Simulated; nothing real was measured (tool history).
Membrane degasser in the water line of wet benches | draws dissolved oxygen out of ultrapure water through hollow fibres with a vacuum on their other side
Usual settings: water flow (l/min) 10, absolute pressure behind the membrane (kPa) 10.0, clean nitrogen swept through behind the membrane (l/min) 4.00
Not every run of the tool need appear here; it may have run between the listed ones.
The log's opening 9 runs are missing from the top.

| run | day | water flow (l/min) | absolute pressure behind the membrane (kPa) | clean nitrogen swept through behind the membrane (l/min) | hours since the membrane was changed | hours since the vacuum gauge was calibrated | hours since the vacuum lines were made tight | dissolved oxygen in the water behind the degasser (ppb) | pressure that the water loses in the fibres (kPa) |
|---|---|---|---|---|---|---|---|---|---|
| 10 | 24.042 | 10 | 11.9 | 9.29 | 2635 | 2533 | 577 | 51.6 | 67.37 |
| 11 | 26.012 | 10 | 11.9 | 9.29 | 2682 | 2580 | 624 | 50.5 | 67.84 |
| 12 | 29.588 | 10 | 11.9 | 9.29 | 2768 | 2666 | 710 | 51.9 | 67.61 |
| 13 | 33.300 | 10 | 11.9 | 3.03 | 2857 | 2755 | 799 | 97.0 | 67.98 |
| 14 | 37.508 | 10 | 10.0 | 2.62 | 2958 | 2856 | 900 | 90.3 | 67.85 |
| 15 | 40.567 | 10 | 10.0 | 4.00 | 3031 | 2930 | 974 | 69.7 | 67.39 |
| 16 | 43.538 | 10 | 23.1 | 4.00 | 3103 | 3001 | 1045 | 147.2 | 67.99 |
| 17 | 47.708 | 14 | 23.1 | 10.10 | 3203 | 3101 | 1145 | 173.9 | 94.22 |

Forecast run 18:
| 18 | 50.229 | 6 | 7.1 | 3.02 | 3263 | 3162 | 1205 | ? | ? |

dissolved oxygen in the water behind the degasser (ppb): 20.5
pressure that the water loses in the fibres (kPa): 40.58
The same run, on a tool lacking any hidden state, would have yielded dissolved oxygen in the water behind the degasser (ppb) 20.5, pressure that the water loses in the fibres (kPa) 41.01.
